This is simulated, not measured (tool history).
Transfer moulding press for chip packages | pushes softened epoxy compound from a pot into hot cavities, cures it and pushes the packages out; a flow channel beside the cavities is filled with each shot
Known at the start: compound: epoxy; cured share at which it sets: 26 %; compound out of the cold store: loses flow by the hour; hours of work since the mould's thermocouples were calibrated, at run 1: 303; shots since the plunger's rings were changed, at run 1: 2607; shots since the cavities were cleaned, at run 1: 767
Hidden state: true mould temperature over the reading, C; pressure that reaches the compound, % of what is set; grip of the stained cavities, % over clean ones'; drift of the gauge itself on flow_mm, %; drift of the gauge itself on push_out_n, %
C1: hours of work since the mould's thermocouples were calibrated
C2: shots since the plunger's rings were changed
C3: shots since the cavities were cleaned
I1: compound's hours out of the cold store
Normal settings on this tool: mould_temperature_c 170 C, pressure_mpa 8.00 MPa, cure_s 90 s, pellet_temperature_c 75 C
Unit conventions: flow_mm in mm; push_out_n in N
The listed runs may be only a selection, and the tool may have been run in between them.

run 1 day=0.000 | mould_temperature_c=170 pressure_mpa=8.00 cure_s=90 pellet_temperature_c=75 | C1=303 C2=2607 C3=767 | I1=44.4 | flow_mm=737 push_out_n=434
-- day=0.096 cavities cleaned with cleaning compound and waxed
run 2 day=0.388 | mould_temperature_c=170 pressure_mpa=8.00 cure_s=90 pellet_temperature_c=75 | C1=307 C2=2704 C3=87 | I1=15.8 | flow_mm=903 push_out_n=359
run 3 day=0.671 | mould_temperature_c=170 pressure_mpa=8.00 cure_s=90 pellet_temperature_c=75 | C1=311 C2=2789 C3=172 | I1=46.3 | flow_mm=731 push_out_n=350
run 4 day=1.058 | mould_temperature_c=170 pressure_mpa=8.00 cure_s=90 pellet_temperature_c=74 | C1=317 C2=2905 C3=288 | I1=43.5 | flow_mm=743 push_out_n=386
run 5 day=1.350 | mould_temperature_c=170 pressure_mpa=8.00 cure_s=90 pellet_temperature_c=74 | C1=321 C2=2993 C3=376 | I1=25.1 | flow_mm=841 push_out_n=411
-- day=2.025 plunger's sealing rings changed
run 6 day=2.058 | mould_temperature_c=170 pressure_mpa=8.00 cure_s=90 pellet_temperature_c=74 | C1=329 C2=10 C3=556 | I1=44.4 | flow_mm=753 push_out_n=416
run 7 day=2.475 | mould_temperature_c=170 pressure_mpa=9.24 cure_s=90 pellet_temperature_c=75 | C1=335 C2=135 C3=681 | I1=35.8 | flow_mm=866 push_out_n=440
-- day=2.850 cavities cleaned with cleaning compound and waxed
run 8 day=2.946 | mould_temperature_c=170 pressure_mpa=9.24 cure_s=90 pellet_temperature_c=75 | C1=340 C2=257 C3=30 | I1=15.4 | flow_mm=982 push_out_n=318
run 9 day=3.233 | mould_temperature_c=168 pressure_mpa=9.24 cure_s=90 pellet_temperature_c=75 | C1=344 C2=342 C3=115 | I1=40.6 | flow_mm=841 push_out_n=378
run 10 day=3.754 | mould_temperature_c=170 pressure_mpa=8.00 cure_s=90 pellet_temperature_c=71 | C1=351 C2=498 C3=271 | I1=13.8 | flow_mm=936 push_out_n=397
run 11 day=4.012 | mould_temperature_c=170 pressure_mpa=8.00 cure_s=90 pellet_temperature_c=75 | C1=355 C2=576 C3=349 | I1=17.1 | flow_mm=908 push_out_n=401
run 12 day=4.383 | mould_temperature_c=170 pressure_mpa=8.00 cure_s=90 pellet_temperature_c=75 | C1=360 C2=687 C3=460 | I1=10.3 | flow_mm=950 push_out_n=436
run 13 day=4.638 | mould_temperature_c=170 pressure_mpa=8.00 cure_s=90 pellet_temperature_c=75 | C1=363 C2=763 C3=536 | I1=13.5 | flow_mm=933 push_out_n=455
run 14 day=5.242 | mould_temperature_c=170 pressure_mpa=8.00 cure_s=90 pellet_temperature_c=75 | C1=372 C2=943 C3=716 | I1=24.6 | flow_mm=862 push_out_n=438
-- day=5.521 cavities cleaned with cleaning compound and waxed
run 15 day=5.821 | mould_temperature_c=170 pressure_mpa=8.00 cure_s=90 pellet_temperature_c=75 | C1=379 C2=1097 C3=89 | I1=25.0 | flow_mm=853 push_out_n=350
run 16 day=6.254 | mould_temperature_c=170 pressure_mpa=8.00 cure_s=90 pellet_temperature_c=75 | C1=385 C2=1227 C3=219 | I1=44.1 | flow_mm=750 push_out_n=387
run 17 day=6.762 | mould_temperature_c=170 pressure_mpa=8.00 cure_s=90 pellet_temperature_c=75 | C1=392 C2=1379 C3=371 | I1=18.3 | flow_mm=893 push_out_n=416
run 18 day=7.308 | mould_temperature_c=166 pressure_mpa=8.00 cure_s=90 pellet_temperature_c=75 | C1=399 C2=1543 C3=535 | I1=21.2 | flow_mm=887 push_out_n=544
-- day=7.558 mould's thermocouples calibrated
run 19 day=7.842 | mould_temperature_c=166 pressure_mpa=8.00 cure_s=90 pellet_temperature_c=75 | C1=4 C2=1677 C3=669 | I1=42.6 | flow_mm=769 push_out_n=581
-- day=8.242 cavities cleaned with cleaning compound and waxed
run 20 day=8.338 | mould_temperature_c=170 pressure_mpa=6.82 cure_s=91 pellet_temperature_c=75 | C1=10 C2=1806 C3=28 | I1=32.7 | flow_mm=748 push_out_n=336
run 21 day=8.617 | mould_temperature_c=176 pressure_mpa=7.12 cure_s=70 pellet_temperature_c=75 | C1=14 C2=1890 C3=112 | I1=15.3 | flow_mm=843 push_out_n=455
run 22 day=8.875 | mould_temperature_c=173 pressure_mpa=7.66 cure_s=106 pellet_temperature_c=81 | C1=17 C2=1967 C3=189 | I1=14.5 | flow_mm=883 push_out_n=309
run 23 day=9.171 | mould_temperature_c=173 pressure_mpa=7.66 cure_s=106 pellet_temperature_c=81 | C1=21 C2=2056 C3=278 | I1=26.0 | flow_mm=815 push_out_n=340
run 24 day=9.500 | mould_temperature_c=166 pressure_mpa=6.30 cure_s=123 pellet_temperature_c=78 | C1=26 C2=2154 C3=376 | I1=31.7 | flow_mm=730 push_out_n=362
run 25 day=9.821 | mould_temperature_c=169 pressure_mpa=6.99 cure_s=77 pellet_temperature_c=74 | C1=30 C2=2250 C3=472 | I1=17.4 | flow_mm=836 push_out_n=696
run 26 day=10.362 | mould_temperature_c=169 pressure_mpa=6.99 cure_s=77 pellet_temperature_c=74 | C1=38 C2=2412 C3=634 | I1=38.2 | flow_mm=727 push_out_n=665
-- day=10.888 cavities cleaned with cleaning compound and waxed
run 27 day=11.046 | mould_temperature_c=169 pressure_mpa=9.38 cure_s=127 pellet_temperature_c=74 | C1=46 C2=2598 C3=48 | I1=30.2 | flow_mm=889 push_out_n=275
run 28 day=11.446 | mould_temperature_c=166 pressure_mpa=6.28 cure_s=90 pellet_temperature_c=65 | C1=52 C2=2717 C3=167 | I1=45.8 | flow_mm=664 push_out_n=484

Forecast each of these 5 alternatives for the next run:
run A day=12.033 | mould_temperature_c=167 pressure_mpa=6.28 cure_s=90 pellet_temperature_c=65 | C1=60 C2=2893 C3=343 | I1=28.4 | flow_mm=? push_out_n=?
run B day=12.033 | mould_temperature_c=170 pressure_mpa=8.85 cure_s=87 pellet_temperature_c=75 | C1=60 C2=2893 C3=343 | I1=45.1 | flow_mm=? push_out_n=?
run C day=12.033 | mould_temperature_c=177 pressure_mpa=6.28 cure_s=90 pellet_temperature_c=72 | C1=60 C2=2893 C3=343 | I1=32.2 | flow_mm=? push_out_n=?
run D day=12.033 | mould_temperature_c=172 pressure_mpa=6.68 cure_s=90 pellet_temperature_c=78 | C1=60 C2=2893 C3=343 | I1=32.4 | flow_mm=? push_out_n=?
run E day=12.033 | mould_temperature_c=166 pressure_mpa=6.28 cure_s=102 pellet_temperature_c=65 | C1=60 C2=2893 C3=343 | I1=16.5 | flow_mm=? push_out_n=?

run=A flow_mm=740 push_out_n=521
run=B flow_mm=777 push_out_n=438
run=C flow_mm=697 push_out_n=344
run=D flow_mm=730 push_out_n=382
run=E flow_mm=806 push_out_n=471
Without the tool's unlogged condition, the same runs would have read:
run=A flow_mm=759 push_out_n=399
run=B flow_mm=797 push_out_n=337
run=C flow_mm=715 push_out_n=268
run=D flow_mm=749 push_out_n=294
run=E flow_mm=827 push_out_n=364

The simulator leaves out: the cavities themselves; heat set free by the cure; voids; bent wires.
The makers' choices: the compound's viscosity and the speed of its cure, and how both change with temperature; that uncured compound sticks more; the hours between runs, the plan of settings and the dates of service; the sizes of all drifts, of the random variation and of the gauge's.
